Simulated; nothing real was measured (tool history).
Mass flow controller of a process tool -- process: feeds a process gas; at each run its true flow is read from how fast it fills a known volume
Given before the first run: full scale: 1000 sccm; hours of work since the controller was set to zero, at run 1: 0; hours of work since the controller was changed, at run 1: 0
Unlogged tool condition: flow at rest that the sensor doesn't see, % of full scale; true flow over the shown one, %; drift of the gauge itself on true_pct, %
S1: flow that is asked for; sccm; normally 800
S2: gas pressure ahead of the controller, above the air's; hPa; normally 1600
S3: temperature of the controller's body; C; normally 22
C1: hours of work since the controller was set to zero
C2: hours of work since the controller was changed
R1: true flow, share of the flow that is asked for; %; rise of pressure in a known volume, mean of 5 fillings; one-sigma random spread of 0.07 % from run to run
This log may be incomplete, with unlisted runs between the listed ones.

run 1 day=0.000 | S1=800 S2=1600 S3=22 | C1=0 C2=0 | R1=99.25
run 2 day=7.388 | S1=800 S2=1600 S3=22 | C1=73 C2=73 | R1=99.25
run 3 day=15.396 | S1=800 S2=1600 S3=22 | C1=152 C2=152 | R1=99.15
run 4 day=20.908 | S1=800 S2=1600 S3=22 | C1=206 C2=206 | R1=99.10
run 5 day=29.412 | S1=800 S2=1600 S3=30 | C1=290 C2=290 | R1=99.54
run 6 day=37.721 | S1=800 S2=1600 S3=30 | C1=371 C2=371 | R1=99.40
run 7 day=44.312 | S1=800 S2=1600 S3=30 | C1=436 C2=436 | R1=99.25
run 8 day=51.550 | S1=800 S2=1600 S3=30 | C1=508 C2=508 | R1=99.30
run 9 day=56.142 | S1=120 S2=1600 S3=30 | C1=553 C2=553 | R1=98.00
run 10 day=60.892 | S1=120 S2=1600 S3=30 | C1=600 C2=600 | R1=98.03
run 11 day=68.450 | S1=120 S2=1600 S3=30 | C1=674 C2=674 | R1=97.92
run 12 day=72.708 | S1=120 S2=1600 S3=30 | C1=716 C2=716 | R1=97.97
run 13 day=80.438 | S1=120 S2=1600 S3=30 | C1=792 C2=792 | R1=98.03
run 14 day=87.104 | S1=120 S2=1600 S3=30 | C1=858 C2=858 | R1=98.17
run 15 day=93.204 | S1=800 S2=1430 S3=22 | C1=918 C2=918 | R1=98.71
run 16 day=100.150 | S1=800 S2=1600 S3=22 | C1=986 C2=986 | R1=98.81
run 17 day=103.983 | S1=800 S2=1600 S3=22 | C1=1024 C2=1024 | R1=98.76
run 18 day=110.771 | S1=800 S2=1600 S3=22 | C1=1091 C2=1091 | R1=98.91
run 19 day=118.746 | S1=800 S2=1600 S3=22 | C1=1169 C2=1169 | R1=98.78
run 20 day=123.012 | S1=800 S2=1600 S3=22 | C1=1211 C2=1211 | R1=98.90
run 21 day=129.029 | S1=800 S2=1600 S3=22 | C1=1271 C2=1271 | R1=98.81
run 22 day=135.892 | S1=800 S2=1600 S3=33 | C1=1338 C2=1338 | R1=99.14
run 23 day=142.367 | S1=800 S2=1600 S3=40 | C1=1402 C2=1402 | R1=99.45
run 24 day=150.779 | S1=800 S2=1600 S3=40 | C1=1485 C2=1485 | R1=99.40
run 25 day=154.567 | S1=800 S2=1600 S3=40 | C1=1522 C2=1522 | R1=99.33
run 26 day=158.246 | S1=566 S2=1520 S3=39 | C1=1558 C2=1558 | R1=98.73
run 27 day=163.288 | S1=566 S2=1520 S3=39 | C1=1608 C2=1608 | R1=98.71
run 28 day=170.783 | S1=566 S2=1520 S3=39 | C1=1682 C2=1682 | R1=98.62
run 29 day=175.221 | S1=566 S2=2030 S3=21 | C1=1725 C2=1725 | R1=98.18
run 30 day=182.079 | S1=566 S2=2030 S3=21 | C1=1793 C2=1793 | R1=98.08
run 31 day=186.754 | S1=118 S2=2170 S3=38 | C1=1839 C2=1839 | R1=98.94
run 32 day=191.075 | S1=189 S2=1720 S3=31 | C1=1882 C2=1882 | R1=98.10
run 33 day=197.825 | S1=749 S2=2100 S3=25 | C1=1948 C2=1948 | R1=98.56
run 34 day=204.108 | S1=645 S2=2100 S3=26 | C1=2010 C2=2010 | R1=98.34
run 35 day=211.350 | S1=645 S2=2100 S3=26 | C1=2081 C2=2081 | R1=98.42
run 36 day=214.896 | S1=645 S2=2100 S3=26 | C1=2116 C2=2116 | R1=98.33
run 37 day=219.258 | S1=645 S2=2100 S3=26 | C1=2159 C2=2159 | R1=98.25
run 38 day=223.308 | S1=645 S2=2100 S3=26 | C1=2199 C2=2199 | R1=98.28
run 39 day=229.317 | S1=269 S2=1680 S3=22 | C1=2258 C2=2258 | R1=97.54
run 40 day=237.171 | S1=189 S2=2260 S3=22 | C1=2335 C2=2335 | R1=97.93
run 41 day=241.592 | S1=189 S2=2260 S3=22 | C1=2379 C2=2379 | R1=97.81
run 42 day=250.217 | S1=959 S2=2300 S3=22 | C1=2464 C2=2464 | R1=98.87
run 43 day=254.900 | S1=959 S2=2300 S3=22 | C1=2510 C2=2510 | R1=98.82
run 44 day=259.450 | S1=355 S2=2300 S3=26 | C1=2555 C2=2555 | R1=97.93
run 45 day=267.375 | S1=355 S2=2300 S3=26 | C1=2633 C2=2633 | R1=97.80
run 46 day=272.008 | S1=355 S2=2300 S3=26 | C1=2679 C2=2679 | R1=97.90
run 47 day=278.092 | S1=213 S2=2670 S3=23 | C1=2738 C2=2738 | R1=97.99
run 48 day=284.988 | S1=213 S2=2670 S3=23 | C1=2806 C2=2806 | R1=97.95

Each row is a separate what-if for the run after 48, all from the same tool condition, not one after another. Results?
run A day=291.479 | S1=213 S2=2670 S3=28 | C1=2870 C2=2870 | R1=?
run B day=291.479 | S1=152 S2=2710 S3=38 | C1=2870 C2=2870 | R1=?
run C day=291.479 | S1=364 S2=1980 S3=22 | C1=2870 C2=2870 | R1=?
run D day=291.479 | S1=218 S2=1600 S3=22 | C1=2870 C2=2870 | R1=?

run=A R1=98.05
run=B R1=99.01
run=C R1=97.45
run=D R1=97.67
Had the tool no hidden state, the same runs would have come out as:
run=A R1=98.02
run=B R1=98.36
run=C R1=98.07
run=D R1=97.68
